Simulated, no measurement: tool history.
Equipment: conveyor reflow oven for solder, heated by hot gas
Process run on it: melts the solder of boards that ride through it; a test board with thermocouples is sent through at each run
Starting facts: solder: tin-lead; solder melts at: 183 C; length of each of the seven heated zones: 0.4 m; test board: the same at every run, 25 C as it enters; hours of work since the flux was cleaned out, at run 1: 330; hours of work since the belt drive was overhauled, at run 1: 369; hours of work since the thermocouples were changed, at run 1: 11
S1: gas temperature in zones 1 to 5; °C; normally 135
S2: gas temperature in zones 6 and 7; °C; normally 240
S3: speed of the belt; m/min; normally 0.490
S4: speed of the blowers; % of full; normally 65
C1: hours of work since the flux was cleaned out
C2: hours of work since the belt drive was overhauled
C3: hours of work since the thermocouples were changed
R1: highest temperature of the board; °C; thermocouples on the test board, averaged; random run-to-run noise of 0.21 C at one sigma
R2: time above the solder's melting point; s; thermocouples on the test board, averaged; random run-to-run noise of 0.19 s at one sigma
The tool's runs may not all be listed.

run	hour	S1	S2	S3	S4	C1	C2	C3	R1	R2
1	0.0	135	240	0.490	65	330	369	11	224.4	79.2
2	10.8	135	240	0.490	65	339	377	20	224.3	79.3
3	22.1	135	240	0.490	65	347	386	28	223.9	79.6
4	34.2	135	249	0.490	65	357	395	38	232.0	85.4
5	46.9	135	240	0.490	59	367	405	47	222.4	77.3
6	54.6	135	240	0.490	59	372	411	53	222.3	77.4
# hour 65.5: flux residue cleaned out of gas plates and filters
7	71.0	135	240	0.495	59	4	419	62	225.0	79.6
8	80.0	135	240	0.495	59	11	426	69	225.1	79.5
9	87.9	135	240	0.495	59	17	432	75	225.0	79.6
10	98.2	135	240	0.490	65	25	440	83	226.1	81.7
11	107.4	135	240	0.490	65	32	447	90	226.6	82.2
12	119.4	135	240	0.490	65	41	457	99	227.2	82.2
13	125.8	143	240	0.490	65	46	462	104	227.5	85.9
14	135.9	143	240	0.490	65	54	469	112	227.4	85.8
15	142.3	146	240	0.490	65	59	474	117	227.9	87.5
16	152.9	146	240	0.490	65	67	482	125	227.8	87.7
17	161.4	121	252	0.416	63	74	489	132	240.1	102.3
18	173.5	121	252	0.416	63	83	498	141	240.0	102.0
19	185.7	135	235	0.490	51	92	508	150	217.1	73.1
20	194.7	135	235	0.401	51	99	514	157	223.3	97.6
21	201.5	141	240	0.490	65	105	520	162	226.6	84.9
22	207.5	141	249	0.444	59	109	524	167	236.4	100.8
23	214.6	141	249	0.444	59	115	530	172	236.8	100.7
24	223.6	141	249	0.444	59	122	537	179	236.4	100.4
25	232.2	141	249	0.444	59	128	543	186	236.8	100.6
26	242.4	135	240	0.490	68	136	551	194	226.4	82.3
27	252.4	135	240	0.490	68	144	559	201	226.4	82.2
28	263.4	135	240	0.490	68	152	567	210	226.6	81.9
29	270.7	135	240	0.490	68	158	573	216	226.9	82.1
30	279.5	139	240	0.490	84	165	580	222	230.0	86.8

Predict each of these 5 candidate next runs independently; none follows another, all start after run 30:
A	286.1	135	238	0.490	65	170	585	227	?	?
B	286.1	139	255	0.490	72	170	585	227	?	?
C	286.1	136	240	0.472	79	170	585	227	?	?
D	286.1	138	240	0.490	84	170	585	227	?	?
E	286.1	123	232	0.490	65	170	585	227	?	?

run	R1	R2
A	223.8	80.1
B	241.6	93.7
C	229.5	88.5
D	230.0	86.0
E	216.7	68.5
Stripped of hidden state, with their random variation kept, the same runs would have yielded:
run	R1	R2
A	224.9	80.1
B	242.8	92.9
C	230.7	88.3
D	231.3	85.7
E	217.9	69.1
